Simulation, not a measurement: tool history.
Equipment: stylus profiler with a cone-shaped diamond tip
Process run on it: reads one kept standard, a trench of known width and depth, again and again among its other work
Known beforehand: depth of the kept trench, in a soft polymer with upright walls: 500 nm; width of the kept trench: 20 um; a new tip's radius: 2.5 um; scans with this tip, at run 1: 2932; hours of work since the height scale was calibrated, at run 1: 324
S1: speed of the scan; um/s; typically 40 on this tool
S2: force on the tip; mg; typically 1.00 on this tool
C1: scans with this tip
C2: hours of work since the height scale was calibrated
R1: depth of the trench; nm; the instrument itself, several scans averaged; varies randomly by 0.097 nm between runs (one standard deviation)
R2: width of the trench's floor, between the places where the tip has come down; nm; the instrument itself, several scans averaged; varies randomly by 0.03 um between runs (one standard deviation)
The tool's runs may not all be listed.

run    day   S1    S2    C1   C2      R1     R2
  1  0.000   40  1.00  2932  324  503.90  16460
  2  0.517   40  1.00  3003  331  503.92  16490
  3  1.367   40  1.00  3119  344  503.84  16440
  4  2.425   40  1.00  3264  360  503.87  16450
  5  3.396   40  1.00  3397  375  503.82  16440
  6  4.233   40  1.00  3512  388  503.78  16420
  7  5.038   40  1.00  3622  400  503.86  16450
  8  5.746   25  2.34  3719  411  506.60  16550
  9  6.667   36  1.32  3845  424  504.73  16480
     6.779  -- height scale calibrated on a step standard
 10  7.421  114  0.87  3946   10  503.88  15890
 11  8.046   28  0.43  4031   19  502.73  16350
 12  8.683   22  0.49  4119   29  502.72  16470

For run 13, what comes out?
 13  9.525  22  0.49  4234  41   ?   ?

{"run 13": {"R1": 502.87, "R2": 16520}}
With no hidden state in the tool, this same run would have given R1 502.10 nm, R2 16840 nm.
